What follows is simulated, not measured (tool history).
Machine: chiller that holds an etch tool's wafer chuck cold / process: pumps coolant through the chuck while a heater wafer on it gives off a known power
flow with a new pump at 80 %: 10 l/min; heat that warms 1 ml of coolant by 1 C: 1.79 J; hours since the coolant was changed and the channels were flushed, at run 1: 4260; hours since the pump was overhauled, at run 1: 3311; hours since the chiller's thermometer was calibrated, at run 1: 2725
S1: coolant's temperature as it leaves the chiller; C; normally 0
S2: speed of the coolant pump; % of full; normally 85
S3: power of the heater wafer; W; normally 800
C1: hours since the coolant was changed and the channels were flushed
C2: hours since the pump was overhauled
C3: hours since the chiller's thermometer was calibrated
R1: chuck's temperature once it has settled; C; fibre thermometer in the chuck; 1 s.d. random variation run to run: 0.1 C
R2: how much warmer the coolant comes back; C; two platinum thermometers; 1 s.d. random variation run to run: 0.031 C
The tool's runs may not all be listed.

Run 1, hour 0.0: usual settings; C1 4260; C2 3311; C3 2725. Result: R1 11.0 C, R2 2.69 C.
Run 2, hour 118.1: usual settings but S2 68 % of full; C1 4378; C2 3430; C3 2844. Result: R1 12.0 C, R2 3.28 C.
Run 3, hour 192.8: usual settings but S2 71 % of full; C1 4453; C2 3504; C3 2918. Result: R1 11.9 C, R2 3.20 C.
Run 4, hour 291.0: usual settings; C1 4551; C2 3602; C3 3017. Result: R1 10.9 C, R2 2.64 C.
Run 5, hour 386.4: usual settings; C1 4646; C2 3698; C3 3112. Result: R1 10.9 C, R2 2.68 C.
Run 6, hour 441.3: usual settings; C1 4701; C2 3753; C3 3167. Result: R1 11.0 C, R2 2.66 C.
Run 7, hour 499.3: usual settings; C1 4759; C2 3811; C3 3225. Result: R1 11.2 C, R2 2.66 C.
Run 8, hour 561.5: usual settings; C1 4821; C2 3873; C3 3287. Result: R1 11.1 C, R2 2.71 C.
Run 9, hour 649.5: usual settings; C1 4909; C2 3961; C3 3375. Result: R1 11.1 C, R2 2.64 C.
Run 10, hour 732.6: usual settings; C1 4993; C2 4044; C3 3458. Result: R1 10.9 C, R2 2.65 C.
Run 11, hour 829.6: usual settings but S1 -1 C; C1 5090; C2 4141; C3 3555. Result: R1 10.3 C, R2 2.72 C.
Run 12, hour 924.6: usual settings but S1 -1 C; C1 5185; C2 4236; C3 3650. Result: R1 10.1 C, R2 2.69 C.
Run 13, hour 1042.4: usual settings but S1 -1 C; C1 5302; C2 4354; C3 3768. Result: R1 10.2 C, R2 2.70 C.
Run 14, hour 1106.6: usual settings; C1 5367; C2 4418; C3 3832. Result: R1 11.4 C, R2 2.59 C.
Run 15, hour 1205.8: usual settings but S2 92 % of full, S3 1155 W; C1 5466; C2 4517; C3 3931. Result: R1 15.7 C, R2 3.61 C.
Run 16, hour 1307.4: usual settings but S1 -4 C, S2 61 % of full, S3 681 W; C1 5567; C2 4619; C3 4033. Result: R1 7.3 C, R2 3.13 C.
Run 17, hour 1408.7: usual settings but S2 69 % of full; C1 5669; C2 4720; C3 4134. Result: R1 12.7 C, R2 3.32 C.
Run 18, hour 1457.4: usual settings but S2 69 % of full, S3 561 W; C1 5717; C2 4769; C3 4183. Result: R1 8.8 C, R2 2.35 C.
At hour 1493.1: coolant changed, channels flushed.
Run 19, hour 1512.9: usual settings but S2 69 % of full, S3 561 W; C1 20; C2 4818; C3 4232. Result: R1 7.8 C, R2 2.27 C.
Run 20, hour 1618.4: usual settings but S2 69 % of full, S3 561 W; C1 125; C2 4924; C3 4338. Result: R1 7.9 C, R2 2.28 C.
At hour 1655.6: chiller's thermometer calibrated.
Run 21, hour 1736.8: usual settings but S1 5 C, S2 78 % of full, S3 1130 W; C1 243; C2 5041; C3 81. Result: R1 19.8 C, R2 4.20 C.
Run 22, hour 1847.7: usual settings but S2 73 % of full, S3 693 W; C1 354; C2 5152; C3 192. Result: R1 9.3 C, R2 2.71 C.
Run 23, hour 1920.9: usual settings but S1 -2 C, S2 87 % of full, S3 719 W; C1 427; C2 5225; C3 265. Result: R1 7.0 C, R2 2.40 C.
Run 24, hour 2033.6: usual settings but S1 9 C, S2 96 % of full, S3 416 W; C1 539; C2 5338; C3 378. Result: R1 14.0 C, R2 1.23 C.
Run 25, hour 2100.6: usual settings but S1 -3 C, S2 96 % of full, S3 416 W; C1 607; C2 5405; C3 445. Result: R1 2.0 C, R2 1.25 C.
Run 26, hour 2192.6: usual settings but S1 5 C, S2 68 % of full, S3 416 W; C1 698; C2 5497; C3 537. Result: R1 11.0 C, R2 1.72 C.
Run 27, hour 2293.6: usual settings but S1 -10 C, S2 74 % of full, S3 944 W; C1 799; C2 5598; C3 638. Result: R1 2.9 C, R2 3.66 C.

Subtracting, for every run, the result it would have given without the tool's unlogged condition from the measured result gives the following. The same run-to-run variation enters both numbers; the gauge's scatter may not:
Hidden state at play: heat passed by the chuck's channels, % of clean ones'; flow at a given pump speed, % of a new pump's; coolant's true temperature over the reading, C; drift of the gauge itself on chuck_c, C; drift of the gauge itself on warmer_back_c, C.
run    R1     R2
  1  +1.3  +0.12
  2  +1.5  +0.15
  3  +1.5  +0.14
  4  +1.4  +0.12
  5  +1.4  +0.13
  6  +1.4  +0.13
  7  +1.5  +0.13
  8  +1.5  +0.14
  9  +1.5  +0.14
 10  +1.5  +0.14
 11  +1.6  +0.15
 12  +1.6  +0.15
 13  +1.7  +0.15
 14  +1.6  +0.15
 15  +2.3  +0.21
 16  +1.7  +0.19
 17  +1.9  +0.20
 18  +1.4  +0.14
 19  +0.5  +0.15
 20  +0.5  +0.15
 21  +0.6  +0.27
 22  +0.4  +0.18
 23  +0.4  +0.16
 24  +0.2  +0.09
 25  +0.2  +0.09
 26  +0.3  +0.12
 27  +0.7  +0.26
